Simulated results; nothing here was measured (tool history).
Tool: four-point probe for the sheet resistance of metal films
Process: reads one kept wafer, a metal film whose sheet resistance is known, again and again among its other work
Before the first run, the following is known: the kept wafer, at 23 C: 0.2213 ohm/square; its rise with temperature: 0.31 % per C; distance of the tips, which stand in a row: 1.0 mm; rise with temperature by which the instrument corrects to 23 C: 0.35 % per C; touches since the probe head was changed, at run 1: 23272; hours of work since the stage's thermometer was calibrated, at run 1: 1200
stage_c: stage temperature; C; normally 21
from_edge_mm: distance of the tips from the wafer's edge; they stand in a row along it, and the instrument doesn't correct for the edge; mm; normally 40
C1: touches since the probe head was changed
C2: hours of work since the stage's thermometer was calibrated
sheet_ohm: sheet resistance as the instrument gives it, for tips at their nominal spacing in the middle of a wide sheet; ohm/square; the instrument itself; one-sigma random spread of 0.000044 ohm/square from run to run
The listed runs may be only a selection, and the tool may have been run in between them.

{"run": 1, "hour": 0.0, "stage_c": 21, "from_edge_mm": 40, "C1": 23272, "C2": 1200, "sheet_ohm": 0.221177}
{"run": 2, "hour": 45.5, "stage_c": 21, "from_edge_mm": 40, "C1": 25877, "C2": 1231, "sheet_ohm": 0.221194}
{"run": 3, "hour": 89.5, "stage_c": 20, "from_edge_mm": 40, "C1": 28393, "C2": 1261, "sheet_ohm": 0.221411}
{"run": 4, "hour": 113.4, "stage_c": 21, "from_edge_mm": 40, "C1": 29760, "C2": 1277, "sheet_ohm": 0.221292}
{"run": 5, "hour": 139.7, "stage_c": 21, "from_edge_mm": 40, "C1": 31260, "C2": 1295, "sheet_ohm": 0.221208}
{"run": 6, "hour": 180.3, "stage_c": 21, "from_edge_mm": 40, "C1": 33585, "C2": 1322, "sheet_ohm": 0.221249}
{"run": 7, "hour": 212.4, "stage_c": 21, "from_edge_mm": 40, "C1": 35421, "C2": 1344, "sheet_ohm": 0.221254}
{"hour": 215.4, "done": "stage's thermometer calibrated"}
{"run": 8, "hour": 254.4, "stage_c": 21, "from_edge_mm": 40, "C1": 37795, "C2": 26, "sheet_ohm": 0.221206}
{"run": 9, "hour": 289.6, "stage_c": 23, "from_edge_mm": 40, "C1": 39808, "C2": 50, "sheet_ohm": 0.221067}
{"run": 10, "hour": 335.5, "stage_c": 23, "from_edge_mm": 72, "C1": 42433, "C2": 81, "sheet_ohm": 0.22095}
{"run": 11, "hour": 363.7, "stage_c": 23, "from_edge_mm": 72, "C1": 44049, "C2": 100, "sheet_ohm": 0.221034}
{"run": 12, "hour": 402.7, "stage_c": 25, "from_edge_mm": 25, "C1": 46278, "C2": 127, "sheet_ohm": 0.221107}
{"run": 13, "hour": 443.7, "stage_c": 25, "from_edge_mm": 25, "C1": 48623, "C2": 154, "sheet_ohm": 0.221044}
{"hour": 478.9, "done": "stage's thermometer calibrated, once more"}
{"run": 14, "hour": 481.3, "stage_c": 19, "from_edge_mm": 40, "C1": 50745, "C2": 2, "sheet_ohm": 0.221971}
{"run": 15, "hour": 511.0, "stage_c": 19, "from_edge_mm": 40, "C1": 52443, "C2": 22, "sheet_ohm": 0.221916}
{"run": 16, "hour": 542.9, "stage_c": 35, "from_edge_mm": 12, "C1": 54267, "C2": 43, "sheet_ohm": 0.221127}
{"run": 17, "hour": 585.0, "stage_c": 25, "from_edge_mm": 71, "C1": 56677, "C2": 72, "sheet_ohm": 0.221221}
{"run": 18, "hour": 608.6, "stage_c": 25, "from_edge_mm": 71, "C1": 58027, "C2": 88, "sheet_ohm": 0.221284}
{"run": 19, "hour": 652.3, "stage_c": 25, "from_edge_mm": 16, "C1": 60526, "C2": 117, "sheet_ohm": 0.221746}

Predict each of these 4 candidate next runs independently; none follows another, all start after run 19:
{"run": "A", "hour": 695.9, "stage_c": 23, "from_edge_mm": 16, "C1": 63021, "C2": 147, "sheet_ohm": "?"}
{"run": "B", "hour": 695.9, "stage_c": 27, "from_edge_mm": 40, "C1": 63021, "C2": 147, "sheet_ohm": "?"}
{"run": "C", "hour": 695.9, "stage_c": 19, "from_edge_mm": 7, "C1": 63021, "C2": 147, "sheet_ohm": "?"}
{"run": "D", "hour": 695.9, "stage_c": 25, "from_edge_mm": 27, "C1": 63021, "C2": 147, "sheet_ohm": "?"}

run=A sheet_ohm=0.221967
run=B sheet_ohm=0.221130
run=C sheet_ohm=0.224350
run=D sheet_ohm=0.221467
The same runs, with their run-to-run variation unchanged, on a tool lacking any hidden condition would have given:
run=A sheet_ohm=0.221747
run=B sheet_ohm=0.220910
run=C sheet_ohm=0.224127
run=D sheet_ohm=0.221247
